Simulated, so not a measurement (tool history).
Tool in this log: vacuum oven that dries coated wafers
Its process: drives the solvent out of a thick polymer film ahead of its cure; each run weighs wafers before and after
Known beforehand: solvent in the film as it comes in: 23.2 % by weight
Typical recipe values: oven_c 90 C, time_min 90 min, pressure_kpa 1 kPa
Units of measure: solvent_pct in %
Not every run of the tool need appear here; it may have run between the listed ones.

Run 1, hour 0: usual settings. Result: solvent_pct 2.66 %.
Run 2, hour 12.2: usual settings but time_min 121 min. Result: solvent_pct 1.63 %.
Run 3, hour 32.7: usual settings but time_min 121 min. Result: solvent_pct 1.66 %.
Run 4, hour 51.5: usual settings but time_min 121 min. Result: solvent_pct 1.66 %.
Run 5, hour 69.8: usual settings but time_min 121 min. Result: solvent_pct 1.61 %.
Run 6, hour 79.8: usual settings. Result: solvent_pct 2.58 %.
Run 7, hour 97.3: usual settings but oven_c 79 C. Result: solvent_pct 7.52 %.
Run 8, hour 113: usual settings but oven_c 79 C. Result: solvent_pct 7.41 %.
Run 9, hour 125.2: usual settings but oven_c 79 C. Result: solvent_pct 7.34 %.
Run 10, hour 142.2: usual settings but oven_c 79 C, pressure_kpa 0.73 kPa. Result: solvent_pct 7.07 %.
Run 11, hour 160.8: usual settings. Result: solvent_pct 2.7 %.
Run 12, hour 175.5: usual settings. Result: solvent_pct 2.61 %.
Run 13, hour 187.6: usual settings. Result: solvent_pct 2.63 %.
Run 14, hour 200.1: usual settings but oven_c 84 C, pressure_kpa 2.57 kPa. Result: solvent_pct 6.17 %.
Run 15, hour 215.5: usual settings but oven_c 85 C, time_min 53 min, pressure_kpa 0.61 kPa. Result: solvent_pct 7.63 %.
Run 16, hour 228: usual settings but oven_c 85 C, time_min 53 min, pressure_kpa 0.61 kPa. Result: solvent_pct 7.68 %.
Run 17, hour 240.5: usual settings but oven_c 85 C, time_min 53 min, pressure_kpa 0.61 kPa. Result: solvent_pct 7.68 %.
Run 18, hour 257.7: usual settings but time_min 50 min, pressure_kpa 0.63 kPa. Result: solvent_pct 5.74 %.
Run 19, hour 271.3: usual settings but time_min 80 min, pressure_kpa 0.63 kPa. Result: solvent_pct 2.96 %.
Run 20, hour 289.1: usual settings but time_min 80 min, pressure_kpa 0.63 kPa. Result: solvent_pct 2.92 %.
Run 21, hour 309.4: usual settings but oven_c 104 C, time_min 80 min, pressure_kpa 1.3 kPa. Result: solvent_pct 0.69 %.

What if the next run were any one of these 5? Each begins from the tool's condition after run 21:
Run A, hour 318.9: usual settings but oven_c 99 C, time_min 84 min, pressure_kpa 1.3 kPa. Result: solvent_pct ?.
Run B, hour 318.9: usual settings but oven_c 89 C, time_min 51 min, pressure_kpa 1.35 kPa. Result: solvent_pct ?.
Run C, hour 318.9: usual settings but oven_c 104 C, time_min 80 min, pressure_kpa 2.02 kPa. Result: solvent_pct ?.
Run D, hour 318.9: usual settings but oven_c 104 C, time_min 159 min, pressure_kpa 1.45 kPa. Result: solvent_pct ?.
Run E, hour 318.9: usual settings but oven_c 99 C, time_min 76 min. Result: solvent_pct ?.

run  solvent_pct
  A          1.1
  B         6.51
  C         1.09
  D         0.69
  E         1.11
Had the tool no hidden state, the same runs would have come out as:
run  solvent_pct
  A          1.1
  B         6.51
  C         1.09
  D         0.69
  E         1.11

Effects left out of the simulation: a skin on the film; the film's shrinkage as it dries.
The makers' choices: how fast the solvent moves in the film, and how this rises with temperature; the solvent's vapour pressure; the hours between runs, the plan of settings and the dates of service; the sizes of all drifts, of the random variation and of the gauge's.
